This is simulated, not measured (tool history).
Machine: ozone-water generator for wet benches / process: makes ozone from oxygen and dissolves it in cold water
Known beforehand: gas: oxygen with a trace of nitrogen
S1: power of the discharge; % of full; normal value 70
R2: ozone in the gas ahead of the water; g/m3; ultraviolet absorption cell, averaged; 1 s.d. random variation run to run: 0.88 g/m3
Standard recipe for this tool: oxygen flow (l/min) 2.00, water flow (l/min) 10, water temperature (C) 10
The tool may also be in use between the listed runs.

{"run": 1, "hour": 0.0, "S1": 70, "oxygen flow (l/min)": 2.0, "water flow (l/min)": 10, "water temperature (C)": 10, "dissolved ozone (ppm)": 12.1, "R2": 137.4}
{"run": 2, "hour": 79.7, "S1": 70, "oxygen flow (l/min)": 2.0, "water flow (l/min)": 10, "water temperature (C)": 10, "dissolved ozone (ppm)": 12.2, "R2": 136.4}
{"run": 3, "hour": 119.8, "S1": 70, "oxygen flow (l/min)": 2.0, "water flow (l/min)": 10, "water temperature (C)": 10, "dissolved ozone (ppm)": 12.2, "R2": 136.8}
{"run": 4, "hour": 200.4, "S1": 70, "oxygen flow (l/min)": 2.0, "water flow (l/min)": 10, "water temperature (C)": 10, "dissolved ozone (ppm)": 12.4, "R2": 138.6}
{"run": 5, "hour": 277.6, "S1": 70, "oxygen flow (l/min)": 2.0, "water flow (l/min)": 12, "water temperature (C)": 10, "dissolved ozone (ppm)": 10.3, "R2": 138.1}
{"run": 6, "hour": 363.7, "S1": 70, "oxygen flow (l/min)": 2.0, "water flow (l/min)": 12, "water temperature (C)": 10, "dissolved ozone (ppm)": 10.2, "R2": 135.8}
{"run": 7, "hour": 441.7, "S1": 70, "oxygen flow (l/min)": 2.0, "water flow (l/min)": 12, "water temperature (C)": 10, "dissolved ozone (ppm)": 10.3, "R2": 136.0}
{"run": 8, "hour": 486.3, "S1": 70, "oxygen flow (l/min)": 2.0, "water flow (l/min)": 12, "water temperature (C)": 10, "dissolved ozone (ppm)": 10.2, "R2": 137.4}
{"run": 9, "hour": 549.5, "S1": 70, "oxygen flow (l/min)": 2.0, "water flow (l/min)": 10, "water temperature (C)": 10, "dissolved ozone (ppm)": 12.0, "R2": 135.9}
{"run": 10, "hour": 617.9, "S1": 70, "oxygen flow (l/min)": 2.0, "water flow (l/min)": 10, "water temperature (C)": 8, "dissolved ozone (ppm)": 12.4, "R2": 135.7}
{"run": 11, "hour": 660.2, "S1": 70, "oxygen flow (l/min)": 2.0, "water flow (l/min)": 10, "water temperature (C)": 10, "dissolved ozone (ppm)": 12.1, "R2": 134.8}
{"run": 12, "hour": 730.7, "S1": 70, "oxygen flow (l/min)": 2.0, "water flow (l/min)": 10, "water temperature (C)": 10, "dissolved ozone (ppm)": 12.2, "R2": 135.5}
{"run": 13, "hour": 805.0, "S1": 70, "oxygen flow (l/min)": 2.0, "water flow (l/min)": 10, "water temperature (C)": 10, "dissolved ozone (ppm)": 12.1, "R2": 136.0}
{"run": 14, "hour": 867.4, "S1": 70, "oxygen flow (l/min)": 2.0, "water flow (l/min)": 15, "water temperature (C)": 10, "dissolved ozone (ppm)": 8.1, "R2": 136.6}
{"run": 15, "hour": 938.1, "S1": 70, "oxygen flow (l/min)": 2.0, "water flow (l/min)": 10, "water temperature (C)": 13, "dissolved ozone (ppm)": 11.8, "R2": 135.6}
{"run": 16, "hour": 1002.9, "S1": 70, "oxygen flow (l/min)": 2.0, "water flow (l/min)": 10, "water temperature (C)": 13, "dissolved ozone (ppm)": 11.8, "R2": 135.9}
{"run": 17, "hour": 1040.2, "S1": 70, "oxygen flow (l/min)": 2.0, "water flow (l/min)": 10, "water temperature (C)": 13, "dissolved ozone (ppm)": 11.5, "R2": 134.2}
{"run": 18, "hour": 1099.1, "S1": 59, "oxygen flow (l/min)": 2.31, "water flow (l/min)": 10, "water temperature (C)": 16, "dissolved ozone (ppm)": 10.5, "R2": 117.3}
{"run": 19, "hour": 1161.7, "S1": 56, "oxygen flow (l/min)": 1.07, "water flow (l/min)": 6, "water temperature (C)": 9, "dissolved ozone (ppm)": 14.5, "R2": 155.6}
{"run": 20, "hour": 1211.8, "S1": 70, "oxygen flow (l/min)": 2.06, "water flow (l/min)": 10, "water temperature (C)": 8, "dissolved ozone (ppm)": 12.3, "R2": 132.6}
{"run": 21, "hour": 1266.2, "S1": 54, "oxygen flow (l/min)": 2.06, "water flow (l/min)": 10, "water temperature (C)": 8, "dissolved ozone (ppm)": 10.6, "R2": 115.5}
{"run": 22, "hour": 1305.0, "S1": 54, "oxygen flow (l/min)": 2.06, "water flow (l/min)": 10, "water temperature (C)": 8, "dissolved ozone (ppm)": 10.8, "R2": 116.4}
{"run": 23, "hour": 1352.6, "S1": 96, "oxygen flow (l/min)": 2.24, "water flow (l/min)": 9, "water temperature (C)": 10, "dissolved ozone (ppm)": 15.8, "R2": 148.9}
{"run": 24, "hour": 1417.4, "S1": 96, "oxygen flow (l/min)": 2.24, "water flow (l/min)": 9, "water temperature (C)": 10, "dissolved ozone (ppm)": 15.9, "R2": 149.4}
{"run": 25, "hour": 1492.9, "S1": 65, "oxygen flow (l/min)": 2.9, "water flow (l/min)": 14, "water temperature (C)": 10, "dissolved ozone (ppm)": 9.2, "R2": 110.9}
{"run": 26, "hour": 1576.5, "S1": 70, "oxygen flow (l/min)": 2.0, "water flow (l/min)": 10, "water temperature (C)": 7, "dissolved ozone (ppm)": 12.1, "R2": 133.4}
{"run": 27, "hour": 1630.1, "S1": 70, "oxygen flow (l/min)": 2.0, "water flow (l/min)": 10, "water temperature (C)": 7, "dissolved ozone (ppm)": 12.0, "R2": 133.4}
{"run": 28, "hour": 1681.7, "S1": 75, "oxygen flow (l/min)": 2.0, "water flow (l/min)": 9, "water temperature (C)": 7, "dissolved ozone (ppm)": 13.8, "R2": 136.4}
{"run": 29, "hour": 1747.8, "S1": 75, "oxygen flow (l/min)": 2.0, "water flow (l/min)": 9, "water temperature (C)": 7, "dissolved ozone (ppm)": 14.0, "R2": 138.0}
{"run": 30, "hour": 1787.6, "S1": 88, "oxygen flow (l/min)": 1.04, "water flow (l/min)": 16, "water temperature (C)": 8, "dissolved ozone (ppm)": 6.1, "R2": 191.1}
{"run": 31, "hour": 1823.8, "S1": 70, "oxygen flow (l/min)": 2.0, "water flow (l/min)": 9, "water temperature (C)": 10, "dissolved ozone (ppm)": 13.2, "R2": 131.7}
{"run": 32, "hour": 1911.2, "S1": 70, "oxygen flow (l/min)": 2.0, "water flow (l/min)": 15, "water temperature (C)": 10, "dissolved ozone (ppm)": 7.8, "R2": 132.4}

Here are 5 independent what-if runs from the current tool condition. What would each one return?
{"run": "A", "hour": 1989.4, "S1": 70, "oxygen flow (l/min)": 2.0, "water flow (l/min)": 11, "water temperature (C)": 12, "dissolved ozone (ppm)": "?", "R2": "?"}
{"run": "B", "hour": 1989.4, "S1": 81, "oxygen flow (l/min)": 2.0, "water flow (l/min)": 7, "water temperature (C)": 10, "dissolved ozone (ppm)": "?", "R2": "?"}
{"run": "C", "hour": 1989.4, "S1": 70, "oxygen flow (l/min)": 2.0, "water flow (l/min)": 15, "water temperature (C)": 10, "dissolved ozone (ppm)": "?", "R2": "?"}
{"run": "D", "hour": 1989.4, "S1": 93, "oxygen flow (l/min)": 2.0, "water flow (l/min)": 15, "water temperature (C)": 16, "dissolved ozone (ppm)": "?", "R2": "?"}
{"run": "E", "hour": 1989.4, "S1": 55, "oxygen flow (l/min)": 2.0, "water flow (l/min)": 10, "water temperature (C)": 7, "dissolved ozone (ppm)": "?", "R2": "?"}

run=A dissolved_ozone_(ppm)=10.3 R2=132.2
run=B dissolved_ozone_(ppm)=17.1 R2=141.5
run=C dissolved_ozone_(ppm)=8.0 R2=132.2
run=D dissolved_ozone_(ppm)=8.5 R2=151.5
run=E dissolved_ozone_(ppm)=10.8 R2=118.6
What these runs would have given with no unlogged condition in the tool:
run=A dissolved_ozone_(ppm)=11.6 R2=145.9
run=B dissolved_ozone_(ppm)=19.2 R2=157.2
run=C dissolved_ozone_(ppm)=8.9 R2=145.9
run=D dissolved_ozone_(ppm)=9.7 R2=169.6
run=E dissolved_ozone_(ppm)=11.9 R2=129.2
